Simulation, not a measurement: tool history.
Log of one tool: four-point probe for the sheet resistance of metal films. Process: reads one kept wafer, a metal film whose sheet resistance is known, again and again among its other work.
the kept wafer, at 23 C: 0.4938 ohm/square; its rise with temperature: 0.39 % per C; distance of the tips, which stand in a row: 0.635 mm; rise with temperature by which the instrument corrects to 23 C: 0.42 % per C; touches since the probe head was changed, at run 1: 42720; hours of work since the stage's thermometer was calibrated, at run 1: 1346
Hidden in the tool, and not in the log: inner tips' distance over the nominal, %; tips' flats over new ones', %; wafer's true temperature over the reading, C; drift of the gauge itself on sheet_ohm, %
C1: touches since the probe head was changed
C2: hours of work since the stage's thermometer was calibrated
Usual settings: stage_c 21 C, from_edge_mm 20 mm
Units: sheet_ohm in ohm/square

{"run": 1, "hour": 0.0, "stage_c": 21, "from_edge_mm": 20, "C1": 42720, "C2": 1346, "sheet_ohm": 0.490745}
{"run": 2, "hour": 68.8, "stage_c": 21, "from_edge_mm": 20, "C1": 45522, "C2": 1400, "sheet_ohm": 0.490685}
{"run": 3, "hour": 121.8, "stage_c": 21, "from_edge_mm": 20, "C1": 47682, "C2": 1442, "sheet_ohm": 0.490949}
{"run": 4, "hour": 174.5, "stage_c": 21, "from_edge_mm": 20, "C1": 49831, "C2": 1483, "sheet_ohm": 0.490606}
{"run": 5, "hour": 210.3, "stage_c": 21, "from_edge_mm": 20, "C1": 51290, "C2": 1511, "sheet_ohm": 0.490846}
{"run": 6, "hour": 268.3, "stage_c": 28, "from_edge_mm": 20, "C1": 53652, "C2": 1557, "sheet_ohm": 0.489734}
{"run": 7, "hour": 332.3, "stage_c": 28, "from_edge_mm": 20, "C1": 56258, "C2": 1607, "sheet_ohm": 0.489466}
{"run": 8, "hour": 392.6, "stage_c": 28, "from_edge_mm": 20, "C1": 58716, "C2": 1654, "sheet_ohm": 0.489557}
{"run": 9, "hour": 438.3, "stage_c": 28, "from_edge_mm": 20, "C1": 60576, "C2": 1690, "sheet_ohm": 0.489291}
{"run": 10, "hour": 510.1, "stage_c": 28, "from_edge_mm": 20, "C1": 63502, "C2": 1747, "sheet_ohm": 0.489455}
{"run": 11, "hour": 569.7, "stage_c": 28, "from_edge_mm": 20, "C1": 65932, "C2": 1794, "sheet_ohm": 0.48919}
{"run": 12, "hour": 627.0, "stage_c": 21, "from_edge_mm": 9, "C1": 68264, "C2": 1839, "sheet_ohm": 0.491379}
{"run": 13, "hour": 663.9, "stage_c": 21, "from_edge_mm": 20, "C1": 69768, "C2": 1868, "sheet_ohm": 0.490408}
{"run": 14, "hour": 703.6, "stage_c": 21, "from_edge_mm": 20, "C1": 71385, "C2": 1899, "sheet_ohm": 0.490196}
{"run": 15, "hour": 765.3, "stage_c": 21, "from_edge_mm": 20, "C1": 73898, "C2": 1947, "sheet_ohm": 0.490028}
{"run": 16, "hour": 810.5, "stage_c": 21, "from_edge_mm": 20, "C1": 75741, "C2": 1983, "sheet_ohm": 0.489929}
{"run": 17, "hour": 890.1, "stage_c": 21, "from_edge_mm": 3, "C1": 78983, "C2": 2045, "sheet_ohm": 0.50133}
{"run": 18, "hour": 967.3, "stage_c": 21, "from_edge_mm": 3, "C1": 82131, "C2": 2106, "sheet_ohm": 0.501286}
{"run": 19, "hour": 1018.7, "stage_c": 21, "from_edge_mm": 20, "C1": 84223, "C2": 2146, "sheet_ohm": 0.48994}
{"run": 20, "hour": 1098.7, "stage_c": 27, "from_edge_mm": 20, "C1": 87484, "C2": 2209, "sheet_ohm": 0.488874}
{"run": 21, "hour": 1134.8, "stage_c": 27, "from_edge_mm": 20, "C1": 88955, "C2": 2238, "sheet_ohm": 0.488799}
{"run": 22, "hour": 1209.8, "stage_c": 27, "from_edge_mm": 36, "C1": 92008, "C2": 2296, "sheet_ohm": 0.488584}
{"run": 23, "hour": 1244.6, "stage_c": 26, "from_edge_mm": 28, "C1": 93425, "C2": 2324, "sheet_ohm": 0.488704}
{"run": 24, "hour": 1312.6, "stage_c": 23, "from_edge_mm": 21, "C1": 96197, "C2": 2377, "sheet_ohm": 0.489078}
{"run": 25, "hour": 1377.7, "stage_c": 27, "from_edge_mm": 21, "C1": 98848, "C2": 2428, "sheet_ohm": 0.488346}
{"run": 26, "hour": 1435.2, "stage_c": 22, "from_edge_mm": 6, "C1": 101192, "C2": 2474, "sheet_ohm": 0.491816}
{"run": 27, "hour": 1510.3, "stage_c": 21, "from_edge_mm": 31, "C1": 104250, "C2": 2533, "sheet_ohm": 0.489311}
{"run": 28, "hour": 1570.9, "stage_c": 25, "from_edge_mm": 45, "C1": 106719, "C2": 2580, "sheet_ohm": 0.488267}
{"run": 29, "hour": 1613.9, "stage_c": 25, "from_edge_mm": 45, "C1": 108473, "C2": 2614, "sheet_ohm": 0.488205}
{"hour": 1618.0, "done": "stage's thermometer calibrated"}
{"run": 30, "hour": 1663.4, "stage_c": 25, "from_edge_mm": 37, "C1": 110470, "C2": 36, "sheet_ohm": 0.487715}
{"run": 31, "hour": 1737.7, "stage_c": 26, "from_edge_mm": 44, "C1": 113496, "C2": 94, "sheet_ohm": 0.487472}
{"run": 32, "hour": 1814.3, "stage_c": 34, "from_edge_mm": 44, "C1": 116618, "C2": 154, "sheet_ohm": 0.486313}
{"hour": 1844.5, "done": "stage's thermometer calibrated, once more"}
{"run": 33, "hour": 1890.2, "stage_c": 25, "from_edge_mm": 6, "C1": 119688, "C2": 36, "sheet_ohm": 0.492128}
{"run": 34, "hour": 1970.4, "stage_c": 19, "from_edge_mm": 19, "C1": 122958, "C2": 99, "sheet_ohm": 0.490452}
{"run": 35, "hour": 2037.4, "stage_c": 19, "from_edge_mm": 3, "C1": 125685, "C2": 152, "sheet_ohm": 0.501467}
{"run": 36, "hour": 2113.3, "stage_c": 26, "from_edge_mm": 20, "C1": 128777, "C2": 211, "sheet_ohm": 0.489129}
{"run": 37, "hour": 2168.8, "stage_c": 29, "from_edge_mm": 68, "C1": 131040, "C2": 255, "sheet_ohm": 0.488459}
{"run": 38, "hour": 2239.0, "stage_c": 31, "from_edge_mm": 5, "C1": 133900, "C2": 310, "sheet_ohm": 0.492226}
{"run": 39, "hour": 2320.8, "stage_c": 31, "from_edge_mm": 5, "C1": 137234, "C2": 374, "sheet_ohm": 0.491998}
{"run": 40, "hour": 2368.1, "stage_c": 23, "from_edge_mm": 6, "C1": 139158, "C2": 411, "sheet_ohm": 0.491971}
{"run": 41, "hour": 2412.9, "stage_c": 30, "from_edge_mm": 45, "C1": 140985, "C2": 447, "sheet_ohm": 0.48765}
{"run": 42, "hour": 2488.7, "stage_c": 30, "from_edge_mm": 45, "C1": 144074, "C2": 506, "sheet_ohm": 0.487952}
{"run": 43, "hour": 2551.0, "stage_c": 30, "from_edge_mm": 45, "C1": 146613, "C2": 555, "sheet_ohm": 0.487801}
{"run": 44, "hour": 2630.5, "stage_c": 23, "from_edge_mm": 35, "C1": 149848, "C2": 617, "sheet_ohm": 0.488572}

4 ways to go on from here, each from the tool as it stands after run 44. What would each give?
{"run": "A", "hour": 2681.5, "stage_c": 28, "from_edge_mm": 20, "C1": 151926, "C2": 658, "sheet_ohm": "?"}
{"run": "B", "hour": 2681.5, "stage_c": 19, "from_edge_mm": 6, "C1": 151926, "C2": 658, "sheet_ohm": "?"}
{"run": "C", "hour": 2681.5, "stage_c": 23, "from_edge_mm": 4, "C1": 151926, "C2": 658, "sheet_ohm": "?"}
{"run": "D", "hour": 2681.5, "stage_c": 26, "from_edge_mm": 44, "C1": 151926, "C2": 658, "sheet_ohm": "?"}

run=A sheet_ohm=0.488214
run=B sheet_ohm=0.492181
run=C sheet_ohm=0.495326
run=D sheet_ohm=0.488205
Without the tool's hidden state the same runs would have given:
run=A sheet_ohm=0.493341
run=B sheet_ohm=0.497359
run=C sheet_ohm=0.500529
run=D sheet_ohm=0.493335
